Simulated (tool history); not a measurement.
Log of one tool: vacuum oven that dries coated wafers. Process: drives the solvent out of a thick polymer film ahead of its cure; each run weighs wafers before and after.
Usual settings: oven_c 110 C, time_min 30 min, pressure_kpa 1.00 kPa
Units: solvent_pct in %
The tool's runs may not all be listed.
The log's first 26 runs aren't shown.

run 27 day=65.512 | oven_c=99 time_min=37 pressure_kpa=0.57 | solvent_pct=2.64
run 28 day=68.071 | oven_c=110 time_min=36 pressure_kpa=1.10 | solvent_pct=1.28
run 29 day=71.092 | oven_c=110 time_min=36 pressure_kpa=1.10 | solvent_pct=1.31
run 30 day=72.875 | oven_c=107 time_min=21 pressure_kpa=0.91 | solvent_pct=3.57
run 31 day=75.788 | oven_c=110 time_min=26 pressure_kpa=1.00 | solvent_pct=2.09
run 32 day=77.862 | oven_c=110 time_min=30 pressure_kpa=3.14 | solvent_pct=3.03
run 33 day=79.696 | oven_c=110 time_min=30 pressure_kpa=3.14 | solvent_pct=3.05
run 34 day=81.896 | oven_c=100 time_min=16 pressure_kpa=2.26 | solvent_pct=7.92
run 35 day=84.338 | oven_c=115 time_min=35 pressure_kpa=0.56 | solvent_pct=0.62
run 36 day=85.717 | oven_c=115 time_min=35 pressure_kpa=0.56 | solvent_pct=0.61
run 37 day=88.362 | oven_c=115 time_min=35 pressure_kpa=0.56 | solvent_pct=0.60
run 38 day=90.354 | oven_c=95 time_min=47 pressure_kpa=0.56 | solvent_pct=2.52
run 39 day=93.204 | oven_c=97 time_min=29 pressure_kpa=1.00 | solvent_pct=4.66
run 40 day=96.521 | oven_c=100 time_min=29 pressure_kpa=1.00 | solvent_pct=3.85
-- day=97.596 oven's thermocouples calibrated
run 41 day=98.162 | oven_c=100 time_min=29 pressure_kpa=1.00 | solvent_pct=3.84

Forecast each of these 4 alternatives for the next run:
run A day=100.358 | oven_c=100 time_min=29 pressure_kpa=3.88 | solvent_pct=?
run B day=100.358 | oven_c=98 time_min=36 pressure_kpa=1.04 | solvent_pct=?
run C day=100.358 | oven_c=117 time_min=15 pressure_kpa=2.93 | solvent_pct=?
run D day=100.358 | oven_c=96 time_min=43 pressure_kpa=0.96 | solvent_pct=?

run=A solvent_pct=6.26
run=B solvent_pct=3.39
run=C solvent_pct=3.85
run=D solvent_pct=3.06
Without the tool's hidden state the same runs would have given:
run=A solvent_pct=6.25
run=B solvent_pct=3.38
run=C solvent_pct=3.84
run=D solvent_pct=3.05
